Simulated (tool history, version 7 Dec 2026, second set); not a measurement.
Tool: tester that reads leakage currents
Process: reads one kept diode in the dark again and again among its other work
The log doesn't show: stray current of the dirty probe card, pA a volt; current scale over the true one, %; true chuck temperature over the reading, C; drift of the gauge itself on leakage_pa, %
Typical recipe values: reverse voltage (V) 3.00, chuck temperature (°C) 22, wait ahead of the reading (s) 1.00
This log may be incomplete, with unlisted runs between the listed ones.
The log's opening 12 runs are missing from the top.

run     day  reverse voltage (V)  chuck temperature (°C)  wait ahead of the reading (s)  hours of work since the probe card was cleaned  hours of work since the tester was calibrated  hours of work since the chuck was calibrated  current that the tester gives (pA)
 13  18.946                 3.00                      22                           1.00                                             873                                            970                                          1349                               76.98
 14  20.942                 3.00                      22                           1.00                                             894                                            991                                          1370                               76.83
 15  22.475                 3.00                      44                           1.00                                             910                                           1008                                          1387                              509.09
 16  23.779                 3.00                      44                           1.00                                             924                                           1022                                          1400                              506.86
 17  25.479                 3.00                      44                           1.00                                             942                                           1040                                          1419                              508.09
 18  26.471                 3.00                      44                           1.21                                             953                                           1050                                          1429                              508.21
 19  28.658                 1.49                      22                           0.49                                             976                                           1074                                          1452                               58.65
 20  29.554                14.41                      44                           7.19                                             986                                           1083                                          1462                              919.31
 21  30.617                14.41                      44                           7.19                                             997                                           1094                                          1473                              916.72
 22  32.525                14.41                      44                           7.19                                            1017                                           1115                                          1494                              923.25
 23  33.858                 2.55                      25                           3.17                                            1032                                           1129                                          1508                               95.72
 24  35.962                 1.54                      24                           2.78                                            1054                                           1152                                          1530                               72.03
     36.175  -- chuck's temperature calibrated
 25  37.108                 1.54                      24                           2.78                                            1065                                           1163                                            10                               73.57
 26  38.483                 3.65                      33                           1.00                                            1080                                           1178                                            25                              226.23
 27  39.408                 1.30                      41                           1.95                                            1090                                           1187                                            34                              301.12
 28  41.108                 1.79                      43                           1.22                                            1108                                           1206                                            53                              399.08
 29  42.171                 9.04                      43                           0.86                                            1119                                           1217                                            64                              737.05
 30  43.329                 3.00                      23                           2.56                                            1132                                           1229                                            76                               88.89
 31  45.475                 2.52                      21                           1.72                                            1155                                           1252                                            99                               69.74
 32  46.575                 2.52                      24                           2.15                                            1166                                           1264                                           111                               91.12
     47.246  -- chuck's temperature calibrated, once more
 33  48.396                 3.00                      34                           4.70                                            1185                                           1282                                            12                              198.66
 34  49.425                18.37                      39                           7.07                                            1196                                           1293                                            23                              613.94
 35  50.529                 2.90                      31                           7.07                                            1208                                           1305                                            35                              151.77

Here are 4 independent what-if runs from the current tool condition. What would each one return?
     50.804  -- probe card cleaned and baked
  A  51.825                 3.00                      49                           1.00                                              11                                           1318                                            47                                   ?
     50.804  -- probe card cleaned and baked
  B  51.825                 2.21                      53                           2.44                                              11                                           1318                                            47                                   ?
     50.804  -- probe card cleaned and baked
  C  51.825                18.23                      31                           6.66                                              11                                           1318                                            47                                   ?
     50.804  -- probe card cleaned and baked
  D  51.825                 7.89                      22                           5.21                                              11                                           1318                                            47                                   ?

run  current that the tester gives (pA)
  A                              682.98
  B                              840.30
  C                              282.30
  D                               89.65
With the hidden condition removed and each run's random variation left untouched, the same runs would have given:
run  current that the tester gives (pA)
  A                              678.76
  B                              835.47
  C                              279.61
  D                               88.66
